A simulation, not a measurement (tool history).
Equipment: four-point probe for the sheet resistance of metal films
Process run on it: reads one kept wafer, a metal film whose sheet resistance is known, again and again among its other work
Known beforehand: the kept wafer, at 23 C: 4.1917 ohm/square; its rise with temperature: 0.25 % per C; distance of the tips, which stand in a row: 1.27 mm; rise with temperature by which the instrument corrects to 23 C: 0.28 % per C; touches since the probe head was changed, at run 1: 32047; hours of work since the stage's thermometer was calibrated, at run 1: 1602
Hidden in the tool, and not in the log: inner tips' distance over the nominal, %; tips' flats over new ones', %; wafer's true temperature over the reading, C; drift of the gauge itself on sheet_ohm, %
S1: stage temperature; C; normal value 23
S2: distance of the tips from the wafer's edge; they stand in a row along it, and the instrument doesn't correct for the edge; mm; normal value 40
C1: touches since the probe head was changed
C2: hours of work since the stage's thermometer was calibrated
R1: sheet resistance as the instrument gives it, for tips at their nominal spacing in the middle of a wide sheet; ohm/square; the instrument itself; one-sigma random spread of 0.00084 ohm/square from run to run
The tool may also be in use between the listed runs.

run 1 day=0 | S1=23 S2=40 | C1=32047 C2=1602 | R1=4.189052
run 2 day=2.379 | S1=23 S2=40 | C1=34372 C2=1630 | R1=4.187979
run 3 day=4.221 | S1=23 S2=40 | C1=36167 C2=1651 | R1=4.185654
run 4 day=7.117 | S1=23 S2=40 | C1=38997 C2=1684 | R1=4.183968
run 5 day=9.542 | S1=23 S2=40 | C1=41365 C2=1711 | R1=4.182544
run 6 day=13.138 | S1=23 S2=40 | C1=44878 C2=1752 | R1=4.180407
run 7 day=16.079 | S1=23 S2=40 | C1=47753 C2=1786 | R1=4.1812
run 8 day=18.254 | S1=23 S2=40 | C1=49875 C2=1811 | R1=4.178807
run 9 day=20.929 | S1=23 S2=40 | C1=52487 C2=1841 | R1=4.176546
run 10 day=22.938 | S1=23 S2=40 | C1=54450 C2=1864 | R1=4.177475
run 11 day=26.354 | S1=23 S2=40 | C1=57788 C2=1903 | R1=4.174529
run 12 day=30.446 | S1=23 S2=40 | C1=61785 C2=1950 | R1=4.174055
run 13 day=32.896 | S1=23 S2=40 | C1=64175 C2=1978 | R1=4.17374
run 14 day=35.104 | S1=23 S2=29 | C1=66332 C2=2003 | R1=4.174119
run 15 day=37.633 | S1=23 S2=20 | C1=68801 C2=2032 | R1=4.175696
run 16 day=39.467 | S1=23 S2=20 | C1=70595 C2=2053 | R1=4.175439
run 17 day=43.283 | S1=24 S2=40 | C1=74321 C2=2097 | R1=4.165348
-- day=44.771 new probe head fitted
run 18 day=45.258 | S1=24 S2=40 | C1=475 C2=2119 | R1=4.157077
run 19 day=48.783 | S1=33 S2=8 | C1=3916 C2=2159 | R1=4.202751
run 20 day=52.896 | S1=22 S2=25 | C1=7933 C2=2206 | R1=4.159571
run 21 day=56.908 | S1=28 S2=15 | C1=11854 C2=2252 | R1=4.162847
run 22 day=59.988 | S1=31 S2=12 | C1=14859 C2=2287 | R1=4.168144
run 23 day=61.704 | S1=31 S2=24 | C1=16539 C2=2307 | R1=4.149094
run 24 day=64.896 | S1=25 S2=40 | C1=19655 C2=2343 | R1=4.147853
-- day=68.717 stage's thermometer calibrated
run 25 day=68.717 | S1=23 S2=13 | C1=23367 C2=0 | R1=4.175158
run 26 day=70.604 | S1=22 S2=26 | C1=25211 C2=22 | R1=4.160826
run 27 day=74.071 | S1=22 S2=40 | C1=28597 C2=61 | R1=4.157886
run 28 day=75.992 | S1=30 S2=5 | C1=30473 C2=83 | R1=4.283717
run 29 day=80.096 | S1=23 S2=4 | C1=34479 C2=130 | R1=4.362543
run 30 day=82.975 | S1=22 S2=9 | C1=37292 C2=163 | R1=4.192996

For each run, the measured value with the value that run would have given without the tool's hidden condition subtracted. The run-to-run variation is shared by both, the gauge scatter possibly not:
run=1 R1=-0.005838
run=2 R1=-0.007
run=3 R1=-0.007934
run=4 R1=-0.009292
run=5 R1=-0.010435
run=6 R1=-0.012221
run=7 R1=-0.013645
run=8 R1=-0.014766
run=9 R1=-0.016027
run=10 R1=-0.016978
run=11 R1=-0.018784
run=12 R1=-0.020802
run=13 R1=-0.02201
run=14 R1=-0.023156
run=15 R1=-0.02437
run=16 R1=-0.025266
run=17 R1=-0.027014
run=18 R1=-0.034352
run=19 R1=-0.036216
run=20 R1=-0.037958
run=21 R1=-0.039815
run=22 R1=-0.041203
run=23 R1=-0.04184
run=24 R1=-0.043339
run=25 R1=-0.037098
run=26 R1=-0.037843
run=27 R1=-0.039381
run=28 R1=-0.041371
run=29 R1=-0.044272
run=30 R1=-0.044016
